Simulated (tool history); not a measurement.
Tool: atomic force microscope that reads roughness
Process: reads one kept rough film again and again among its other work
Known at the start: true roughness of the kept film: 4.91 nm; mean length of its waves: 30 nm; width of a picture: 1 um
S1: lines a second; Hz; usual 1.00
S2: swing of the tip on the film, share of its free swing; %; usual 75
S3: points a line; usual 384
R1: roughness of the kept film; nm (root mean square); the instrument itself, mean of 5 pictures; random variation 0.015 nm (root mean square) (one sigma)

{"run": 1, "day": 0.0, "S1": 1.0, "S2": 75, "S3": 384, "R1": 3.656}
{"run": 2, "day": 0.358, "S1": 1.0, "S2": 75, "S3": 384, "R1": 3.655}
{"run": 3, "day": 1.15, "S1": 1.0, "S2": 75, "S3": 384, "R1": 3.656}
{"run": 4, "day": 1.517, "S1": 1.0, "S2": 75, "S3": 384, "R1": 3.661}
{"run": 5, "day": 2.108, "S1": 1.0, "S2": 75, "S3": 384, "R1": 3.657}
{"day": 2.896, "done": "new tip fitted"}
{"run": 6, "day": 2.933, "S1": 1.0, "S2": 57, "S3": 384, "R1": 3.881}
{"run": 7, "day": 3.654, "S1": 1.0, "S2": 57, "S3": 384, "R1": 3.883}
{"run": 8, "day": 4.317, "S1": 1.0, "S2": 82, "S3": 384, "R1": 3.55}
{"run": 9, "day": 4.842, "S1": 0.76, "S2": 82, "S3": 384, "R1": 3.641}
{"run": 10, "day": 5.467, "S1": 1.0, "S2": 75, "S3": 384, "R1": 3.686}
{"run": 11, "day": 6.025, "S1": 1.0, "S2": 74, "S3": 384, "R1": 3.658}
{"run": 12, "day": 6.833, "S1": 1.0, "S2": 75, "S3": 384, "R1": 3.662}
{"run": 13, "day": 7.45, "S1": 1.0, "S2": 75, "S3": 384, "R1": 3.682}
{"run": 14, "day": 7.879, "S1": 1.06, "S2": 75, "S3": 384, "R1": 3.672}
{"run": 15, "day": 8.675, "S1": 0.84, "S2": 75, "S3": 384, "R1": 3.71}
{"day": 9.425, "done": "new tip fitted"}
{"run": 16, "day": 9.5, "S1": 0.84, "S2": 75, "S3": 384, "R1": 3.754}
{"run": 17, "day": 10.054, "S1": 1.0, "S2": 62, "S3": 384, "R1": 3.837}
{"run": 18, "day": 10.812, "S1": 2.59, "S2": 75, "S3": 384, "R1": 3.242}
{"run": 19, "day": 11.162, "S1": 2.59, "S2": 75, "S3": 384, "R1": 3.238}
{"run": 20, "day": 11.667, "S1": 1.0, "S2": 75, "S3": 384, "R1": 3.646}
{"run": 21, "day": 12.421, "S1": 1.0, "S2": 75, "S3": 290, "R1": 3.67}
{"run": 22, "day": 13.229, "S1": 1.0, "S2": 75, "S3": 290, "R1": 3.651}
{"run": 23, "day": 13.662, "S1": 1.0, "S2": 75, "S3": 384, "R1": 3.689}
{"run": 24, "day": 14.212, "S1": 1.0, "S2": 75, "S3": 384, "R1": 3.635}
{"run": 25, "day": 14.588, "S1": 1.0, "S2": 75, "S3": 384, "R1": 3.671}
{"run": 26, "day": 15.396, "S1": 1.0, "S2": 75, "S3": 384, "R1": 3.641}
{"day": 15.962, "done": "new tip fitted"}
{"run": 27, "day": 15.962, "S1": 1.0, "S2": 75, "S3": 809, "R1": 3.701}
{"run": 28, "day": 16.35, "S1": 1.0, "S2": 72, "S3": 913, "R1": 3.741}
{"run": 29, "day": 16.679, "S1": 1.0, "S2": 72, "S3": 913, "R1": 3.754}
{"run": 30, "day": 17.154, "S1": 1.0, "S2": 83, "S3": 975, "R1": 3.532}
{"run": 31, "day": 17.788, "S1": 1.39, "S2": 80, "S3": 975, "R1": 3.454}
{"run": 32, "day": 18.304, "S1": 1.39, "S2": 80, "S3": 975, "R1": 3.502}
{"run": 33, "day": 18.988, "S1": 0.92, "S2": 72, "S3": 284, "R1": 3.7}
{"run": 34, "day": 19.683, "S1": 1.94, "S2": 75, "S3": 531, "R1": 3.419}
{"run": 35, "day": 20.467, "S1": 1.1, "S2": 68, "S3": 408, "R1": 3.732}
{"run": 36, "day": 21.05, "S1": 1.1, "S2": 68, "S3": 408, "R1": 3.767}
{"run": 37, "day": 21.517, "S1": 0.63, "S2": 80, "S3": 742, "R1": 3.723}
{"run": 38, "day": 22.05, "S1": 0.63, "S2": 75, "S3": 870, "R1": 3.807}
{"day": 22.475, "done": "new tip fitted"}
{"run": 39, "day": 22.683, "S1": 0.63, "S2": 75, "S3": 870, "R1": 3.806}
{"run": 40, "day": 23.4, "S1": 3.35, "S2": 75, "S3": 496, "R1": 3.091}
{"run": 41, "day": 24.012, "S1": 0.84, "S2": 86, "S3": 673, "R1": 3.579}
{"run": 42, "day": 24.554, "S1": 0.84, "S2": 86, "S3": 673, "R1": 3.588}
{"run": 43, "day": 25.096, "S1": 0.84, "S2": 86, "S3": 673, "R1": 3.544}
{"run": 44, "day": 25.479, "S1": 0.84, "S2": 86, "S3": 673, "R1": 3.561}
{"run": 45, "day": 26.179, "S1": 0.84, "S2": 86, "S3": 724, "R1": 3.545}
{"run": 46, "day": 26.546, "S1": 2.65, "S2": 78, "S3": 399, "R1": 3.136}
{"run": 47, "day": 26.908, "S1": 2.65, "S2": 78, "S3": 399, "R1": 3.117}
{"run": 48, "day": 27.488, "S1": 2.65, "S2": 56, "S3": 399, "R1": 3.714}
{"run": 49, "day": 28.033, "S1": 2.65, "S2": 88, "S3": 848, "R1": 2.773}
{"run": 50, "day": 28.458, "S1": 2.65, "S2": 88, "S3": 848, "R1": 2.771}
{"day": 29.008, "done": "new tip fitted"}
{"run": 51, "day": 29.017, "S1": 2.65, "S2": 88, "S3": 848, "R1": 2.766}
{"run": 52, "day": 29.542, "S1": 2.65, "S2": 88, "S3": 848, "R1": 2.77}

Forecast each of these 5 alternatives for the next run:
{"run": "A", "day": 30.088, "S1": 0.61, "S2": 88, "S3": 624, "R1": "?"}
{"run": "B", "day": 30.088, "S1": 0.88, "S2": 75, "S3": 456, "R1": "?"}
{"run": "C", "day": 30.088, "S1": 1.27, "S2": 78, "S3": 384, "R1": "?"}
{"run": "D", "day": 30.088, "S1": 0.97, "S2": 70, "S3": 755, "R1": "?"}
{"run": "E", "day": 30.088, "S1": 0.6, "S2": 88, "S3": 557, "R1": "?"}

run=A R1=3.673
run=B R1=3.741
run=C R1=3.527
run=D R1=3.758
run=E R1=3.653
Without the tool's hidden state the same runs would have given:
run=A R1=3.676
run=B R1=3.744
run=C R1=3.530
run=D R1=3.761
run=E R1=3.655

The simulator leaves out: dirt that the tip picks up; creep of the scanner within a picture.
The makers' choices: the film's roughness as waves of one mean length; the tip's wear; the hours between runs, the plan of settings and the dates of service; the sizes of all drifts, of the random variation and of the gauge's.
